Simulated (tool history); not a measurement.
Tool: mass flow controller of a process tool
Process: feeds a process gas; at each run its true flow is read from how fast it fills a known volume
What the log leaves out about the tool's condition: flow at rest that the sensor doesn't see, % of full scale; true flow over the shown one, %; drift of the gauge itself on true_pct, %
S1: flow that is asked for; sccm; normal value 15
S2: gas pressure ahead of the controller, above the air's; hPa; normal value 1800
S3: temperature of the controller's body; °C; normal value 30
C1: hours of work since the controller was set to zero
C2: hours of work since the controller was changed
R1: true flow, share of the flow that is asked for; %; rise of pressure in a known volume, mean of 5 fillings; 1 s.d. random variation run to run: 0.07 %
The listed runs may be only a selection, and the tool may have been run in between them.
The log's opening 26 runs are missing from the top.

run     hour  S1    S2  S3    C1    C2      R1
 27   7401.1  28  2550  36  4352  4352  102.24
 28   7574.6  42  1690  25  4421  4421  102.96
 29   7944.4   6  1800  37  4568  4568  105.72
 30   8137.9   6  1800  37  4645  4645  106.01
 31   8414.3   9  1450  37  4755  4755  104.52
 32   8632.6  10  2260  21  4841  4841  103.86
 33   8823.4  15  1410  32  4917  4917  103.35
 34   9227.2   6  2160  24  5077  5077  106.37
 35   9625.2   5  2160  36  5236  5236  108.11
 36  10020.6   5  2160  36  5393  5393  108.31
 37  10283.3   7  2520  27  5497  5497  106.13
 38    10602   7  2520  27  5624  5624  106.32
 39    10959  28  2490  26  5766  5766  103.37
 40  11366.4  28  2490  26  5927  5927  103.43
 41  11665.2  42  2270  39  6046  6046  104.09
 42  12031.6  42  1770  24  6192  6192  104.07
 43  12422.8  42  1770  24  6347  6347  104.26
 44  12821.9   9  2590  33  6506  6506  106.43
 45  13210.9   6  1460  30  6660  6660  109.32
 46  13381.3   6  2060  21  6728  6728  109.15
 47  13556.5  10  1800  35  6797  6797  106.57
 48  13880.2  15  1800  21  6926  6926  105.06

Here are 4 independent what-if runs from the current tool condition. What would each one return?
  A  14226.6  10  2060  23  7064  7064   ?
  B  14226.6  15  1800  24  7064  7064   ?
  C  14226.6  15  1910  25  7064  7064   ?
  D  14226.6  11  1520  34  7064  7064   ?

run      R1
  A  106.58
  B  105.26
  C   105.3
  D  106.71
With the hidden condition removed and each run's random variation left untouched, the same runs would have given:
run     R1
  A   97.6
  B  97.95
  C  97.99
  D  98.18
